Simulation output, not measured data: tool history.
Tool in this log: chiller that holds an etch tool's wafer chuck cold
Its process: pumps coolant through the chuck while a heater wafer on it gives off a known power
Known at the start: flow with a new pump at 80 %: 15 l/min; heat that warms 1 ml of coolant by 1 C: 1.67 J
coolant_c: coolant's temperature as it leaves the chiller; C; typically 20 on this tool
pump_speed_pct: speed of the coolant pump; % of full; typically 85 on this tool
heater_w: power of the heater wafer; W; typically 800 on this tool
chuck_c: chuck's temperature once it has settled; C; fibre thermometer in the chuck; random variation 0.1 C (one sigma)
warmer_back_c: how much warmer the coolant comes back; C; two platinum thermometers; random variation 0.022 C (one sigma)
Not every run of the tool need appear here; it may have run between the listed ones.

{"run": 1, "hour": 0.0, "coolant_c": 20, "pump_speed_pct": 85, "heater_w": 800, "chuck_c": 30.6, "warmer_back_c": 1.79}
{"run": 2, "hour": 16.2, "coolant_c": 20, "pump_speed_pct": 79, "heater_w": 800, "chuck_c": 31.2, "warmer_back_c": 2.01}
{"run": 3, "hour": 45.3, "coolant_c": 20, "pump_speed_pct": 65, "heater_w": 800, "chuck_c": 33, "warmer_back_c": 2.47}
{"run": 4, "hour": 71.7, "coolant_c": 20, "pump_speed_pct": 78, "heater_w": 800, "chuck_c": 31.4, "warmer_back_c": 2}
{"run": 5, "hour": 90.8, "coolant_c": 20, "pump_speed_pct": 78, "heater_w": 800, "chuck_c": 31.3, "warmer_back_c": 2}
{"run": 6, "hour": 107.7, "coolant_c": 20, "pump_speed_pct": 78, "heater_w": 800, "chuck_c": 31.3, "warmer_back_c": 2.05}
{"run": 7, "hour": 123.9, "coolant_c": 20, "pump_speed_pct": 78, "heater_w": 800, "chuck_c": 31.2, "warmer_back_c": 1.94}
{"run": 8, "hour": 147.4, "coolant_c": 20, "pump_speed_pct": 85, "heater_w": 800, "chuck_c": 30.7, "warmer_back_c": 1.79}
{"run": 9, "hour": 167.1, "coolant_c": 20, "pump_speed_pct": 85, "heater_w": 1009, "chuck_c": 33, "warmer_back_c": 2.28}
{"hour": 179.0, "done": "chiller's thermometer calibrated"}
{"run": 10, "hour": 187.7, "coolant_c": 20, "pump_speed_pct": 64, "heater_w": 1009, "chuck_c": 36.2, "warmer_back_c": 3.15}
{"run": 11, "hour": 207.6, "coolant_c": 16, "pump_speed_pct": 78, "heater_w": 1021, "chuck_c": 30, "warmer_back_c": 2.59}
{"run": 12, "hour": 236.8, "coolant_c": 16, "pump_speed_pct": 78, "heater_w": 1021, "chuck_c": 30.1, "warmer_back_c": 2.54}
{"run": 13, "hour": 253.5, "coolant_c": 16, "pump_speed_pct": 78, "heater_w": 1021, "chuck_c": 30.2, "warmer_back_c": 2.57}
{"run": 14, "hour": 277.1, "coolant_c": 12, "pump_speed_pct": 84, "heater_w": 446, "chuck_c": 18, "warmer_back_c": 1.06}
{"run": 15, "hour": 293.3, "coolant_c": 17, "pump_speed_pct": 75, "heater_w": 445, "chuck_c": 23.5, "warmer_back_c": 1.12}
{"run": 16, "hour": 318.5, "coolant_c": 17, "pump_speed_pct": 86, "heater_w": 445, "chuck_c": 22.8, "warmer_back_c": 1.02}
{"run": 17, "hour": 333.8, "coolant_c": 20, "pump_speed_pct": 78, "heater_w": 1112, "chuck_c": 35.4, "warmer_back_c": 2.82}

4 ways to go on from here, each from the tool as it stands after run 17. What would each give?
{"run": "A", "hour": 352.5, "coolant_c": 21, "pump_speed_pct": 78, "heater_w": 1112, "chuck_c": "?", "warmer_back_c": "?"}
{"run": "B", "hour": 352.5, "coolant_c": 20, "pump_speed_pct": 85, "heater_w": 423, "chuck_c": "?", "warmer_back_c": "?"}
{"run": "C", "hour": 352.5, "coolant_c": 20, "pump_speed_pct": 68, "heater_w": 641, "chuck_c": "?", "warmer_back_c": "?"}
{"run": "D", "hour": 352.5, "coolant_c": 20, "pump_speed_pct": 66, "heater_w": 591, "chuck_c": "?", "warmer_back_c": "?"}

run=A chuck_c=36.6 warmer_back_c=2.77
run=B chuck_c=25.7 warmer_back_c=0.99
run=C chuck_c=29.9 warmer_back_c=1.89
run=D chuck_c=29.4 warmer_back_c=1.78
With the hidden condition removed and each run's random variation left untouched, the same runs would have given:
run=A chuck_c=34.7 warmer_back_c=2.71
run=B chuck_c=24.9 warmer_back_c=0.96
run=C chuck_c=28.6 warmer_back_c=1.85
run=D chuck_c=28.2 warmer_back_c=1.74

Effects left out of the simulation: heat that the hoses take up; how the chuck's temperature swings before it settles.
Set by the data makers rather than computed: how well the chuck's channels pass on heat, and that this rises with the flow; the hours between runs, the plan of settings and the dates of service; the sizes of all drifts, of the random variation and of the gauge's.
